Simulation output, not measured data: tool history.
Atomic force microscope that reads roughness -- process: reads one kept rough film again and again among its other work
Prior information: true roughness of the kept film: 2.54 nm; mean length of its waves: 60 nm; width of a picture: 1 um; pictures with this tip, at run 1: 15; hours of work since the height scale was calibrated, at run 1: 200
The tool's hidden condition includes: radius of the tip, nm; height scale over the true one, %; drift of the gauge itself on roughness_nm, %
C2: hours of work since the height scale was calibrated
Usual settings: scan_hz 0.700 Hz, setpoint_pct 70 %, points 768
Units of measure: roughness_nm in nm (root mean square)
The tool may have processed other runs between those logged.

run 1 hour=0.0 | scan_hz=0.700 setpoint_pct=70 points=768 | pictures_with_this_tip=15 C2=200 | roughness_nm=2.371
run 2 hour=19.5 | scan_hz=0.700 setpoint_pct=70 points=768 | pictures_with_this_tip=48 C2=211 | roughness_nm=2.283
-- hour=27.6 new tip fitted
run 3 hour=35.6 | scan_hz=0.700 setpoint_pct=70 points=768 | pictures_with_this_tip=13 C2=221 | roughness_nm=2.365
run 4 hour=52.5 | scan_hz=2.607 setpoint_pct=70 points=768 | pictures_with_this_tip=41 C2=230 | roughness_nm=2.084
-- hour=65.1 new tip fitted
run 5 hour=65.1 | scan_hz=0.700 setpoint_pct=70 points=768 | pictures_with_this_tip=0 C2=238 | roughness_nm=2.391
run 6 hour=83.1 | scan_hz=0.700 setpoint_pct=70 points=768 | pictures_with_this_tip=30 C2=248 | roughness_nm=2.333
run 7 hour=95.1 | scan_hz=0.700 setpoint_pct=70 points=768 | pictures_with_this_tip=50 C2=255 | roughness_nm=2.305
-- hour=102.1 new tip fitted
run 8 hour=111.4 | scan_hz=0.700 setpoint_pct=70 points=768 | pictures_with_this_tip=15 C2=265 | roughness_nm=2.373
run 9 hour=120.8 | scan_hz=0.700 setpoint_pct=70 points=695 | pictures_with_this_tip=31 C2=270 | roughness_nm=2.319
run 10 hour=132.5 | scan_hz=0.700 setpoint_pct=70 points=540 | pictures_with_this_tip=50 C2=277 | roughness_nm=2.275
-- hour=140.8 new tip fitted
run 11 hour=153.9 | scan_hz=0.700 setpoint_pct=70 points=540 | pictures_with_this_tip=22 C2=289 | roughness_nm=2.340
run 12 hour=164.3 | scan_hz=0.700 setpoint_pct=87 points=768 | pictures_with_this_tip=40 C2=296 | roughness_nm=2.172
-- hour=178.0 new tip fitted
run 13 hour=182.4 | scan_hz=0.700 setpoint_pct=65 points=768 | pictures_with_this_tip=7 C2=306 | roughness_nm=2.388
run 14 hour=199.6 | scan_hz=0.700 setpoint_pct=70 points=768 | pictures_with_this_tip=36 C2=316 | roughness_nm=2.328
run 15 hour=210.4 | scan_hz=0.700 setpoint_pct=70 points=508 | pictures_with_this_tip=54 C2=322 | roughness_nm=2.289
-- hour=214.9 new tip fitted
run 16 hour=221.8 | scan_hz=1.013 setpoint_pct=70 points=508 | pictures_with_this_tip=11 C2=329 | roughness_nm=2.330
run 17 hour=236.4 | scan_hz=1.013 setpoint_pct=70 points=508 | pictures_with_this_tip=35 C2=338 | roughness_nm=2.290
-- hour=252.3 new tip fitted
run 18 hour=256.9 | scan_hz=2.645 setpoint_pct=70 points=768 | pictures_with_this_tip=8 C2=349 | roughness_nm=2.143
run 19 hour=271.4 | scan_hz=0.700 setpoint_pct=70 points=713 | pictures_with_this_tip=32 C2=358 | roughness_nm=2.322
-- hour=289.3 new tip fitted
run 20 hour=291.9 | scan_hz=0.663 setpoint_pct=70 points=768 | pictures_with_this_tip=4 C2=370 | roughness_nm=2.396
run 21 hour=312.9 | scan_hz=0.700 setpoint_pct=70 points=768 | pictures_with_this_tip=40 C2=382 | roughness_nm=2.292
-- hour=327.1 new tip fitted
run 22 hour=329.3 | scan_hz=2.509 setpoint_pct=70 points=768 | pictures_with_this_tip=4 C2=391 | roughness_nm=2.149
run 23 hour=348.8 | scan_hz=2.509 setpoint_pct=70 points=768 | pictures_with_this_tip=37 C2=403 | roughness_nm=2.086
run 24 hour=362.3 | scan_hz=2.509 setpoint_pct=70 points=768 | pictures_with_this_tip=59 C2=411 | roughness_nm=2.055
-- hour=363.7 new tip fitted
run 25 hour=372.4 | scan_hz=2.509 setpoint_pct=70 points=768 | pictures_with_this_tip=14 C2=417 | roughness_nm=2.130
run 26 hour=389.7 | scan_hz=2.509 setpoint_pct=70 points=768 | pictures_with_this_tip=43 C2=427 | roughness_nm=2.092
-- hour=401.1 new tip fitted
run 27 hour=409.3 | scan_hz=2.509 setpoint_pct=83 points=710 | pictures_with_this_tip=14 C2=438 | roughness_nm=1.899
run 28 hour=424.3 | scan_hz=2.509 setpoint_pct=59 points=710 | pictures_with_this_tip=39 C2=447 | roughness_nm=2.244
-- hour=438.5 new tip fitted
run 29 hour=440.6 | scan_hz=0.697 setpoint_pct=66 points=492 | pictures_with_this_tip=3 C2=456 | roughness_nm=2.397
run 30 hour=457.6 | scan_hz=0.700 setpoint_pct=70 points=833 | pictures_with_this_tip=32 C2=466 | roughness_nm=2.335
-- hour=475.5 new tip fitted
run 31 hour=477.6 | scan_hz=0.700 setpoint_pct=70 points=833 | pictures_with_this_tip=3 C2=478 | roughness_nm=2.363
run 32 hour=497.9 | scan_hz=1.137 setpoint_pct=70 points=768 | pictures_with_this_tip=37 C2=490 | roughness_nm=2.247

Run 33 has not been measured yet. What should we expect?
run 33 hour=511.5 | scan_hz=1.137 setpoint_pct=70 points=768 | pictures_with_this_tip=60 C2=498 | roughness_nm=?

Run 33 produced roughness_nm 2.227 nm (root mean square).
On a tool with no hidden condition, and with the same random variation, this run would have come out at roughness_nm 2.347 nm (root mean square).

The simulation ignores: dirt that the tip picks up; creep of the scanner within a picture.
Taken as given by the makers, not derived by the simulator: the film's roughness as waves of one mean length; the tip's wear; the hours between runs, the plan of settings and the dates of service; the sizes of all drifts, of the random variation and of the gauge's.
